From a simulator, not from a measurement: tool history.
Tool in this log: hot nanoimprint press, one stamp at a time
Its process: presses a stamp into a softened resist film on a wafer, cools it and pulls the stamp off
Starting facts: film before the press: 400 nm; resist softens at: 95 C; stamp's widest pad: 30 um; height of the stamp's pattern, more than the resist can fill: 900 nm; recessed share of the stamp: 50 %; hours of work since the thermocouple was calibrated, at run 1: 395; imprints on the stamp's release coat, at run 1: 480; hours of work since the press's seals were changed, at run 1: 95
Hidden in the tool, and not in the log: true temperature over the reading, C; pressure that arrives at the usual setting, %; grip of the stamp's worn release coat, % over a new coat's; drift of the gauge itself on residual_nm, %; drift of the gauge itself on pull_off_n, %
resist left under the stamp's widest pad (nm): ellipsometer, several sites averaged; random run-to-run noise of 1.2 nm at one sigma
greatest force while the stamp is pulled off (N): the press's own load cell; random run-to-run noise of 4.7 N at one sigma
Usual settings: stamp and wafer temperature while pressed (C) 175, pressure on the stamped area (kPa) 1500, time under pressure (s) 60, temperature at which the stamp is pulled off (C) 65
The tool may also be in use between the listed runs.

run,hour,stamp and wafer temperature while pressed (C),pressure on the stamped area (kPa),time under pressure (s),temperature at which the stamp is pulled off (C),hours of work since the thermocouple was calibrated,imprints on the stamp's release coat,hours of work since the press's seals were changed,resist left under the stamp's widest pad (nm),greatest force while the stamp is pulled off (N)
1,0,175,1500,60,65,395,480,95,193.5,269
2,9.2,175,1500,60,65,402,528,102,194.7,283
3,16.5,175,1500,60,65,408,567,107,195.7,275
4,23.9,175,1500,60,65,413,606,113,193.8,276
5,29,175,1500,60,65,417,633,116,193.8,280
6,35.6,175,1500,60,65,422,668,121,195.1,288
7,42.9,175,1500,60,65,427,707,127,196.8,296
8,47.6,175,1500,60,65,430,732,130,196.4,291
9,51.7,175,1500,60,65,433,753,133,197.6,298
10,55.9,175,1500,60,65,437,776,136,196.5,286
11,65.2,175,1500,60,65,443,825,143,196.6,303
12,69.3,175,1500,60,65,446,847,146,198.4,286
13,77.3,175,1500,60,65,452,889,152,195.7,298
14,83.2,175,1910,60,65,457,920,156,177,315
15,89.7,175,1500,60,65,461,955,161,196.4,297
16,94.4,175,1160,60,65,465,980,165,216.7,310
17,100.4,175,1160,60,65,469,1011,169,216.2,315
18,104.8,175,1980,53,58,473,1035,172,185.7,353
19,111.9,175,1980,53,58,478,1072,178,186.9,342
20,117.3,183,1980,84,58,482,1101,182,123.4,372
21,126.9,176,1980,84,58,489,1152,189,148.8,357
22,131.8,178,1500,47,65,493,1178,192,199.7,319
23,140.7,175,1500,95,65,499,1225,199,165.6,333
24,147.1,175,1980,50,65,504,1259,204,190.1,313
# hour 153.1: plate thermocouple calibrated
25,154.7,175,1500,35,65,1,1283,207,226.8,314
26,163.4,168,2170,60,65,8,1329,213,195.6,321
27,170,176,1160,55,65,12,1364,218,207.8,322
28,179.3,164,1540,58,64,19,1414,225,248.1,341
29,184.9,175,1390,61,62,23,1443,229,192.3,342

Had the tool no unlogged condition, and each run kept its random variation, what would the results have been?
run,resist left under the stamp's widest pad (nm),greatest force while the stamp is pulled off (N)
1,186.4,230
2,187.5,240
3,188.3,230
4,186.3,229
5,186.3,231
6,187.5,234
7,189,239
8,188.5,233
9,189.6,238
10,188.5,227
11,188.5,238
12,190.2,223
13,187.5,230
14,168.9,241
15,187.9,226
16,208,234
17,207.4,236
18,177.1,264
19,178,254
20,117.3,273
21,141.1,259
22,190.9,230
23,157.2,237
24,180.6,222
25,227.3,229
26,195.7,231
27,208.3,230
28,248.4,242
29,192.4,240
